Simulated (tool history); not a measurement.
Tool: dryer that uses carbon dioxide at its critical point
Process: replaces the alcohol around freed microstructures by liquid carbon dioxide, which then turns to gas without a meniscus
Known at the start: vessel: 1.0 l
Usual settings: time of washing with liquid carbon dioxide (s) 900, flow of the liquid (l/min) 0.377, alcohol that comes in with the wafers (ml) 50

run   hour  time of washing with liquid carbon dioxide (s)  flow of the liquid (l/min)  alcohol that comes in with the wafers (ml)  alcohol left in the vessel before it's heated (ppm by volume)
  1      0                                             900                       0.377                                          50                                                            999
  2   54.8                                             900                       0.377                                          50                                                           1074
  3  120.3                                             900                       0.493                                          50                                                            396
  4  173.4                                             900                       0.493                                          50                                                            417
     220.3  -- inlet filter changed
  5  225.9                                             600                       0.493                                          50                                                           1342
  6  254.9                                             600                       0.493                                          50                                                           1361
  7  305.4                                             900                       0.377                                          21                                                            466
  8  332.5                                             900                       0.377                                          21                                                            460
  9  382.9                                             900                       0.377                                          21                                                            485
 10  446.9                                             900                       0.377                                          87                                                           1764
 11    492                                             900                       0.442                                          90                                                            993
 12  543.5                                             960                       0.487                                          68                                                            441
 13  575.9                                             840                       0.358                                          68                                                           2454
 14  633.7                                             840                       0.358                                          68                                                           2647
     643.4  -- inlet filter changed
 15  687.3                                             780                       0.358                                          72                                                           2446
 16  720.9                                            1260                       0.298                                          80                                                            990
 17  784.1                                             900                       0.377                                          41                                                            851
 18  834.9                                             900                       0.377                                          41                                                            874

4 ways to go on from here, each from the tool as it stands after run 18. What would each give?
  A  895.4                                             960                       0.342                                          63                                                              ?
  B  895.4                                            1200                       0.516                                          41                                                              ?
  C  895.4                                             660                       0.275                                          24                                                              ?
  D  895.4                                            1200                       0.318                                          31                                                              ?

run  alcohol left in the vessel before it's heated (ppm by volume)
  A                                                           1564
  B                                                            168
  C                                                           3196
  D                                                            513
Without the tool's hidden state the same runs would have given:
run  alcohol left in the vessel before it's heated (ppm by volume)
  A                                                           1105
  B                                                             28
  C                                                           2656
  D                                                            288
